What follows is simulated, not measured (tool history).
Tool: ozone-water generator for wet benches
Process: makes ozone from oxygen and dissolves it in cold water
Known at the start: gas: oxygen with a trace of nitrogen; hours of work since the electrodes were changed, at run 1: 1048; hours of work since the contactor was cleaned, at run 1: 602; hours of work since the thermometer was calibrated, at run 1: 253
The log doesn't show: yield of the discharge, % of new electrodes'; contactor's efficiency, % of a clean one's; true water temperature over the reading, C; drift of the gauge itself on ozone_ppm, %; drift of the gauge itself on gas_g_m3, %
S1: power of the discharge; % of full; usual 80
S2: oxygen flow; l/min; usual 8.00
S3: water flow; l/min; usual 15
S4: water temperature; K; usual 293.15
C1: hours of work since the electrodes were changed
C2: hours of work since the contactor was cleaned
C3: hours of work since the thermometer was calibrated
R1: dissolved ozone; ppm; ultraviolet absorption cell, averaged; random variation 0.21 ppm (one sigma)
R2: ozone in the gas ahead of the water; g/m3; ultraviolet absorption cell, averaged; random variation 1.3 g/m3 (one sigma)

run	hour	S1	S2	S3	S4	C1	C2	C3	R1	R2
1	0.0	80	8.00	15	293.15	1048	602	253	30.3	235.9
2	36.0	80	8.00	15	293.15	1075	629	280	30.2	234.5
3	62.3	80	8.00	15	293.15	1095	649	300	30.2	236.7
4	79.4	80	8.00	15	293.15	1108	662	313	30.0	234.8
5	118.0	80	8.00	15	293.15	1137	691	342	30.2	236.3
6	139.3	80	8.00	21	293.15	1153	708	358	23.2	237.8
7	180.6	81	8.00	21	293.15	1185	739	390	23.3	241.4
8	213.0	81	8.00	9	293.15	1209	763	414	41.1	239.6
9	230.9	80	8.00	15	293.15	1223	777	428	30.1	238.4
10	258.6	80	8.00	15	293.15	1244	798	449	29.7	238.6
11	282.1	59	8.00	15	293.15	1262	816	467	22.6	182.6
12	304.1	59	8.00	15	293.15	1278	833	483	22.7	182.0
13	321.4	59	8.00	15	293.15	1291	846	496	22.7	182.4
14	359.2	80	8.00	21	293.15	1320	874	525	23.1	238.5
15	395.4	80	8.00	15	293.15	1348	902	553	30.3	239.2
16	419.8	80	8.00	15	293.15	1366	920	571	30.0	239.6
17	448.8	80	14.18	15	293.15	1388	942	593	25.1	170.6
18	479.3	51	8.00	18	293.15	1411	965	616	17.7	160.1
19	521.5	51	8.00	18	293.15	1443	998	648	17.4	160.1
# hour 537.3: gauge calibrated
20	539.6	51	8.00	18	293.15	1457	1011	662	17.4	157.1
21	575.5	44	8.00	15	293.15	1484	1038	689	17.5	136.6
22	596.7	59	7.52	13	291.15	1500	1054	705	26.6	188.0
23	636.5	52	7.52	13	291.15	1530	1085	735	23.7	166.4
24	657.5	80	4.95	15	290.15	1546	1101	751	34.5	314.6
25	684.4	44	8.00	15	295.15	1567	1121	772	16.7	139.5
26	710.7	82	5.18	18	288.15	1587	1141	792	31.0	314.9
27	737.8	80	8.00	19	293.15	1607	1162	812	24.9	237.8
28	762.4	74	6.52	13	293.15	1626	1180	831	32.2	253.0
29	798.0	80	7.28	15	293.15	1653	1207	858	30.7	252.8
30	831.0	70	5.21	15	296.15	1678	1232	883	27.6	274.5
31	855.1	70	5.13	17	296.15	1696	1251	901	25.1	277.7
32	894.7	51	4.08	21	294.15	1726	1281	931	16.0	242.2

Forecast each of these 5 alternatives for the next run:
A	936.4	45	7.55	15	288.15	1758	1312	963	?	?
B	936.4	97	4.08	21	294.15	1758	1312	963	?	?
C	936.4	91	4.08	21	289.15	1758	1312	963	?	?
D	936.4	71	8.00	13	293.15	1758	1312	963	?	?
E	936.4	57	10.56	15	296.15	1758	1312	963	?	?

run	R1	R2
A	20.2	148.1
B	28.6	428.0
C	28.7	405.3
D	29.8	213.0
E	19.1	148.7
Without the tool's hidden state the same runs would have given:
run	R1	R2
A	20.2	145.3
B	28.7	420.2
C	28.8	397.8
D	29.8	209.0
E	19.1	145.9
